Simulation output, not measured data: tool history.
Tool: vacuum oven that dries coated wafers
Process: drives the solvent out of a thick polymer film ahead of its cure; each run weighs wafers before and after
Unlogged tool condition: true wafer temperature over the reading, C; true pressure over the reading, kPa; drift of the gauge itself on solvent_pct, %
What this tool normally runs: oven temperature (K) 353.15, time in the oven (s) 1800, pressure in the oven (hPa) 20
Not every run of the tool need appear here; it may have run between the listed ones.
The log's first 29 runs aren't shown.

run   hour  oven temperature (K)  time in the oven (s)  pressure in the oven (hPa)  hours of work since the thermocouples were calibrated  hours of work since the vacuum gauge was cleaned of residue  solvent left in the film (%)
 30    622                345.15                  1260                        61.8                                                    453                                                          591                         13.85
 31  636.3                345.15                  1260                        13.7                                                    459                                                          597                          8.83
 32  666.3                345.15                  1260                        13.7                                                    471                                                          609                          8.81
 33  694.4                345.15                  1260                        13.7                                                    482                                                          621                          8.83
 34  707.3                353.15                  1800                        11.7                                                    487                                                          626                           3.3
 35  735.4                342.15                  2940                        13.1                                                    499                                                          637                          5.25
 36  765.8                359.15                  1320                          16                                                    511                                                          649                          3.33
 37  786.6                359.15                  1320                          16                                                    519                                                          658                          3.17
 38  808.9                353.15                  1140                        54.9                                                    528                                                          667                          9.72
 39  836.2                353.15                  1140                        54.9                                                    540                                                          678                          9.74
 40  855.8                360.15                  2940                        10.8                                                    547                                                          686                          1.19
 41  876.9                340.15                  1980                        31.9                                                    556                                                          694                         11.25
 42  906.3                340.15                  2280                        41.8                                                    568                                                          706                         12.14
 43  921.4                340.15                  2280                        41.8                                                    574                                                          712                         12.12
 44  937.5                340.15                  2280                        41.8                                                    580                                                          719                         12.22
 45  965.7                341.15                  1380                          20                                                    592                                                          730                         11.12

Each row is a separate what-if for the run after 45, all from the same tool condition, not one after another. Results?
  A  991.2                349.15                  1380                          20                                                    602                                                          741                             ?
  B  991.2                353.15                  1800                        14.1                                                    602                                                          741                             ?
  C  991.2                340.15                  1380                        29.7                                                    602                                                          741                             ?
  D  991.2                364.15                  1800                        19.6                                                    602                                                          741                             ?
  E  991.2                367.15                  1800                        24.4                                                    602                                                          741                             ?

run  solvent left in the film (%)
  A                          7.19
  B                          3.75
  C                         12.63
  D                          1.98
  E                          1.98
Take away the tool's hidden state, keep each run's random variation, and the runs would have read:
run  solvent left in the film (%)
  A                          6.48
  B                          3.17
  C                         11.84
  D                          1.68
  E                          1.71

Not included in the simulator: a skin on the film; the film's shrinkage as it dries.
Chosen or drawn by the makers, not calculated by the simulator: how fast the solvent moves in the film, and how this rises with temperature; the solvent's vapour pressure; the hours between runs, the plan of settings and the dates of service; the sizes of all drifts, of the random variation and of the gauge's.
